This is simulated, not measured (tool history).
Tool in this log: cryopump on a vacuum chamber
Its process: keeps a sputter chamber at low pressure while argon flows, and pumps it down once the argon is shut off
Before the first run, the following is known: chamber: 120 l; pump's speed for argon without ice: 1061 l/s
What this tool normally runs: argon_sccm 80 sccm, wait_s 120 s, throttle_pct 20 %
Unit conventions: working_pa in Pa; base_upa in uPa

Run 1, hour 0.0: usual settings. Result: working_pa 0.6408 Pa, base_upa 2.60 uPa.
Run 2, hour 42.1: usual settings. Result: working_pa 0.6384 Pa, base_upa 2.69 uPa.
Run 3, hour 100.8: usual settings but throttle_pct 57 %. Result: working_pa 0.2280 Pa, base_upa 2.66 uPa.
Run 4, hour 139.4: usual settings but throttle_pct 57 %. Result: working_pa 0.2298 Pa, base_upa 2.66 uPa.
Run 5, hour 197.4: usual settings. Result: working_pa 0.6467 Pa, base_upa 2.74 uPa.
Run 6, hour 256.9: usual settings. Result: working_pa 0.6427 Pa, base_upa 2.79 uPa.
Run 7, hour 304.6: usual settings. Result: working_pa 0.6519 Pa, base_upa 2.81 uPa.
Run 8, hour 363.8: usual settings. Result: working_pa 0.6460 Pa, base_upa 2.78 uPa.
Run 9, hour 389.2: usual settings. Result: working_pa 0.6469 Pa, base_upa 2.78 uPa.
Run 10, hour 431.0: usual settings but throttle_pct 51 %. Result: working_pa 0.2649 Pa, base_upa 2.93 uPa.
Run 11, hour 486.3: usual settings but throttle_pct 51 %. Result: working_pa 0.2631 Pa, base_upa 2.88 uPa.
Run 12, hour 545.5: usual settings but throttle_pct 51 %. Result: working_pa 0.2635 Pa, base_upa 2.92 uPa.
Run 13, hour 581.3: usual settings. Result: working_pa 0.6581 Pa, base_upa 3.02 uPa.
Run 14, hour 632.8: usual settings. Result: working_pa 0.6496 Pa, base_upa 3.06 uPa.
Run 15, hour 662.2: usual settings but throttle_pct 19 %. Result: working_pa 0.6965 Pa, base_upa 3.12 uPa.
Run 16, hour 718.2: usual settings but argon_sccm 113 sccm, wait_s 119 s, throttle_pct 56 %. Result: working_pa 0.3514 Pa, base_upa 3.11 uPa.
Run 17, hour 743.6: usual settings but argon_sccm 113 sccm, wait_s 119 s, throttle_pct 56 %. Result: working_pa 0.3536 Pa, base_upa 3.05 uPa.
Run 18, hour 800.7: usual settings but argon_sccm 51 sccm, wait_s 95 s, throttle_pct 56 %. Result: working_pa 0.1598 Pa, base_upa 3.41 uPa.
Run 19, hour 840.8: usual settings but argon_sccm 66 sccm, wait_s 291 s, throttle_pct 21 %. Result: working_pa 0.5250 Pa, base_upa 2.55 uPa.
Run 20, hour 887.4: usual settings but argon_sccm 127 sccm, wait_s 160 s, throttle_pct 26 %. Result: working_pa 0.8157 Pa, base_upa 2.90 uPa.
Run 21, hour 928.1: usual settings but argon_sccm 102 sccm, wait_s 31 s, throttle_pct 55 %. Result: working_pa 0.3313 Pa, base_upa 6.21 uPa.
Run 22, hour 977.5: usual settings but argon_sccm 102 sccm, wait_s 31 s, throttle_pct 55 %. Result: working_pa 0.3354 Pa, base_upa 6.21 uPa.
Run 23, hour 1005.6: usual settings but argon_sccm 102 sccm, wait_s 31 s, throttle_pct 55 %. Result: working_pa 0.3362 Pa, base_upa 6.35 uPa.
Run 24, hour 1060.9: usual settings but argon_sccm 102 sccm, wait_s 31 s, throttle_pct 55 %. Result: working_pa 0.3377 Pa, base_upa 6.48 uPa.
Run 25, hour 1097.9: usual settings but argon_sccm 102 sccm, wait_s 31 s, throttle_pct 55 %. Result: working_pa 0.3391 Pa, base_upa 6.44 uPa.
Run 26, hour 1153.7: usual settings but argon_sccm 102 sccm, wait_s 31 s, throttle_pct 55 %. Result: working_pa 0.3403 Pa, base_upa 6.41 uPa.
Run 27, hour 1207.8: usual settings but argon_sccm 102 sccm, wait_s 31 s, throttle_pct 55 %. Result: working_pa 0.3439 Pa, base_upa 6.67 uPa.
Run 28, hour 1232.9: usual settings but argon_sccm 89 sccm, wait_s 206 s, throttle_pct 43 %. Result: working_pa 0.3730 Pa, base_upa 3.10 uPa.
Run 29, hour 1276.4: usual settings but argon_sccm 89 sccm, wait_s 51 s, throttle_pct 50 %. Result: working_pa 0.3268 Pa, base_upa 4.95 uPa.

Branching from run 29: 4 alternative next runs. What would each branch give?
Run A, hour 1325.1: usual settings but argon_sccm 51 sccm, wait_s 112 s, throttle_pct 55 %. Result: working_pa ?, base_upa ?.
Run B, hour 1325.1: usual settings but argon_sccm 58 sccm, wait_s 190 s, throttle_pct 26 %. Result: working_pa ?, base_upa ?.
Run C, hour 1325.1: usual settings but argon_sccm 55 sccm, wait_s 87 s, throttle_pct 33 %. Result: working_pa ?, base_upa ?.
Run D, hour 1325.1: usual settings but argon_sccm 158 sccm, wait_s 51 s, throttle_pct 50 %. Result: working_pa ?, base_upa ?.

run  working_pa  base_upa
  A      0.1757      3.78
  B      0.3815      3.21
  C      0.2960      4.07
  D      0.5885      5.02
What these runs would have given with no unlogged condition in the tool:
run  working_pa  base_upa
  A      0.1489      1.43
  B      0.3515      0.88
  C      0.2671      1.70
  D      0.5054      2.69
